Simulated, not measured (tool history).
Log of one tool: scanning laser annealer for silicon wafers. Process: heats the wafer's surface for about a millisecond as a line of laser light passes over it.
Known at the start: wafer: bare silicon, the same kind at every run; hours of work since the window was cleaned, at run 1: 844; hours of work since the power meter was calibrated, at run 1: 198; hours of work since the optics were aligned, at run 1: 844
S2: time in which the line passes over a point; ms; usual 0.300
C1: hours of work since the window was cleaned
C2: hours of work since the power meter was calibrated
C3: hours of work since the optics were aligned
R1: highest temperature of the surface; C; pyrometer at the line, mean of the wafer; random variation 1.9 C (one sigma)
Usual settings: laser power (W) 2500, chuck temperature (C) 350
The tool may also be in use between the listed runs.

{"run": 1, "hour": 0.0, "laser power (W)": 2500, "S2": 0.3, "chuck temperature (C)": 350, "C1": 844, "C2": 198, "C3": 844, "R1": 1106}
{"run": 2, "hour": 22.8, "laser power (W)": 2500, "S2": 0.3, "chuck temperature (C)": 350, "C1": 857, "C2": 211, "C3": 857, "R1": 1109}
{"run": 3, "hour": 42.6, "laser power (W)": 2500, "S2": 0.333, "chuck temperature (C)": 350, "C1": 867, "C2": 222, "C3": 867, "R1": 1155}
{"run": 4, "hour": 55.6, "laser power (W)": 2482, "S2": 0.3, "chuck temperature (C)": 350, "C1": 875, "C2": 229, "C3": 875, "R1": 1098}
{"hour": 82.7, "done": "window over the wafer cleaned"}
{"run": 5, "hour": 82.7, "laser power (W)": 2482, "S2": 0.3, "chuck temperature (C)": 350, "C1": 0, "C2": 242, "C3": 888, "R1": 1093}
{"run": 6, "hour": 104.1, "laser power (W)": 2482, "S2": 0.3, "chuck temperature (C)": 348, "C1": 12, "C2": 254, "C3": 900, "R1": 1088}
{"run": 7, "hour": 116.4, "laser power (W)": 2500, "S2": 0.3, "chuck temperature (C)": 350, "C1": 18, "C2": 261, "C3": 906, "R1": 1095}
{"run": 8, "hour": 130.5, "laser power (W)": 2500, "S2": 0.3, "chuck temperature (C)": 350, "C1": 26, "C2": 268, "C3": 914, "R1": 1096}
{"run": 9, "hour": 156.4, "laser power (W)": 2500, "S2": 0.3, "chuck temperature (C)": 332, "C1": 40, "C2": 282, "C3": 928, "R1": 1076}
{"run": 10, "hour": 177.1, "laser power (W)": 2500, "S2": 0.3, "chuck temperature (C)": 332, "C1": 51, "C2": 294, "C3": 940, "R1": 1079}
{"run": 11, "hour": 199.9, "laser power (W)": 2500, "S2": 0.3, "chuck temperature (C)": 332, "C1": 64, "C2": 306, "C3": 952, "R1": 1075}
{"run": 12, "hour": 219.9, "laser power (W)": 2500, "S2": 0.3, "chuck temperature (C)": 332, "C1": 75, "C2": 317, "C3": 963, "R1": 1076}
{"run": 13, "hour": 235.2, "laser power (W)": 2500, "S2": 0.3, "chuck temperature (C)": 332, "C1": 83, "C2": 325, "C3": 971, "R1": 1078}
{"hour": 242.9, "done": "window over the wafer cleaned, once more"}
{"run": 14, "hour": 263.6, "laser power (W)": 2500, "S2": 0.282, "chuck temperature (C)": 332, "C1": 11, "C2": 340, "C3": 986, "R1": 1091}
{"run": 15, "hour": 282.1, "laser power (W)": 2500, "S2": 0.3, "chuck temperature (C)": 350, "C1": 21, "C2": 350, "C3": 996, "R1": 1139}
{"run": 16, "hour": 307.3, "laser power (W)": 2500, "S2": 0.3, "chuck temperature (C)": 350, "C1": 35, "C2": 363, "C3": 1009, "R1": 1139}
{"run": 17, "hour": 327.5, "laser power (W)": 2500, "S2": 0.3, "chuck temperature (C)": 350, "C1": 46, "C2": 374, "C3": 1020, "R1": 1142}
{"run": 18, "hour": 345.5, "laser power (W)": 2500, "S2": 0.3, "chuck temperature (C)": 350, "C1": 56, "C2": 384, "C3": 1030, "R1": 1136}
{"run": 19, "hour": 367.3, "laser power (W)": 2500, "S2": 0.3, "chuck temperature (C)": 350, "C1": 68, "C2": 396, "C3": 1042, "R1": 1136}
{"run": 20, "hour": 383.3, "laser power (W)": 2500, "S2": 0.3, "chuck temperature (C)": 350, "C1": 76, "C2": 405, "C3": 1051, "R1": 1135}
{"run": 21, "hour": 401.0, "laser power (W)": 2500, "S2": 0.3, "chuck temperature (C)": 350, "C1": 86, "C2": 414, "C3": 1060, "R1": 1136}
{"run": 22, "hour": 421.5, "laser power (W)": 2500, "S2": 0.3, "chuck temperature (C)": 350, "C1": 97, "C2": 426, "C3": 1071, "R1": 1137}
{"run": 23, "hour": 446.2, "laser power (W)": 2500, "S2": 0.3, "chuck temperature (C)": 350, "C1": 111, "C2": 439, "C3": 1085, "R1": 1136}
{"run": 24, "hour": 473.8, "laser power (W)": 2357, "S2": 0.32, "chuck temperature (C)": 341, "C1": 126, "C2": 454, "C3": 1100, "R1": 1095}
{"run": 25, "hour": 493.5, "laser power (W)": 2357, "S2": 0.32, "chuck temperature (C)": 341, "C1": 136, "C2": 465, "C3": 1111, "R1": 1092}
{"run": 26, "hour": 520.9, "laser power (W)": 2357, "S2": 0.231, "chuck temperature (C)": 340, "C1": 151, "C2": 480, "C3": 1126, "R1": 959}
{"run": 27, "hour": 543.3, "laser power (W)": 2267, "S2": 0.317, "chuck temperature (C)": 373, "C1": 163, "C2": 492, "C3": 1138, "R1": 1087}
{"run": 28, "hour": 570.9, "laser power (W)": 2267, "S2": 0.291, "chuck temperature (C)": 370, "C1": 179, "C2": 507, "C3": 1153, "R1": 1047}
{"run": 29, "hour": 582.6, "laser power (W)": 2206, "S2": 0.347, "chuck temperature (C)": 345, "C1": 185, "C2": 513, "C3": 1159, "R1": 1069}
{"run": 30, "hour": 611.0, "laser power (W)": 2411, "S2": 0.3, "chuck temperature (C)": 350, "C1": 200, "C2": 529, "C3": 1175, "R1": 1097}
{"run": 31, "hour": 626.4, "laser power (W)": 2500, "S2": 0.321, "chuck temperature (C)": 341, "C1": 209, "C2": 537, "C3": 1183, "R1": 1154}
{"run": 32, "hour": 654.0, "laser power (W)": 2500, "S2": 0.358, "chuck temperature (C)": 350, "C1": 224, "C2": 552, "C3": 1198, "R1": 1215}
{"run": 33, "hour": 667.1, "laser power (W)": 2500, "S2": 0.358, "chuck temperature (C)": 350, "C1": 231, "C2": 559, "C3": 1205, "R1": 1220}
{"run": 34, "hour": 689.8, "laser power (W)": 2485, "S2": 0.288, "chuck temperature (C)": 347, "C1": 243, "C2": 572, "C3": 1217, "R1": 1104}
{"run": 35, "hour": 713.5, "laser power (W)": 2485, "S2": 0.288, "chuck temperature (C)": 347, "C1": 256, "C2": 584, "C3": 1230, "R1": 1105}
{"run": 36, "hour": 732.9, "laser power (W)": 2327, "S2": 0.28, "chuck temperature (C)": 324, "C1": 267, "C2": 595, "C3": 1241, "R1": 1003}
{"run": 37, "hour": 753.5, "laser power (W)": 2327, "S2": 0.28, "chuck temperature (C)": 324, "C1": 278, "C2": 606, "C3": 1252, "R1": 1008}
{"run": 38, "hour": 775.0, "laser power (W)": 2504, "S2": 0.303, "chuck temperature (C)": 354, "C1": 290, "C2": 618, "C3": 1264, "R1": 1135}
{"run": 39, "hour": 802.2, "laser power (W)": 2205, "S2": 0.284, "chuck temperature (C)": 357, "C1": 304, "C2": 633, "C3": 1279, "R1": 995}
{"run": 40, "hour": 828.8, "laser power (W)": 2750, "S2": 0.265, "chuck temperature (C)": 368, "C1": 319, "C2": 647, "C3": 1293, "R1": 1186}

Measured less the same run without the tool's hidden state. The same run-to-run variation is in both; the gauge's scatter may not be:
The hidden state here: light that passes the window, % of a clean one's; laser's true power over the reading, %; width of the line over the set one, %; drift of the gauge itself on peak_c, C.
run=1 R1=-36
run=2 R1=-37
run=3 R1=-39
run=4 R1=-37
run=5 R1=-46
run=6 R1=-46
run=7 R1=-47
run=8 R1=-47
run=9 R1=-48
run=10 R1=-48
run=11 R1=-49
run=12 R1=-49
run=13 R1=-50
run=14 R1=-5
run=15 R1=-5
run=16 R1=-6
run=17 R1=-6
run=18 R1=-6
run=19 R1=-6
run=20 R1=-7
run=21 R1=-8
run=22 R1=-8
run=23 R1=-8
run=24 R1=-8
run=25 R1=-9
run=26 R1=-8
run=27 R1=-10
run=28 R1=-9
run=29 R1=-10
run=30 R1=-11
run=31 R1=-12
run=32 R1=-14
run=33 R1=-14
run=34 R1=-13
run=35 R1=-13
run=36 R1=-12
run=37 R1=-12
run=38 R1=-15
run=39 R1=-13
run=40 R1=-17
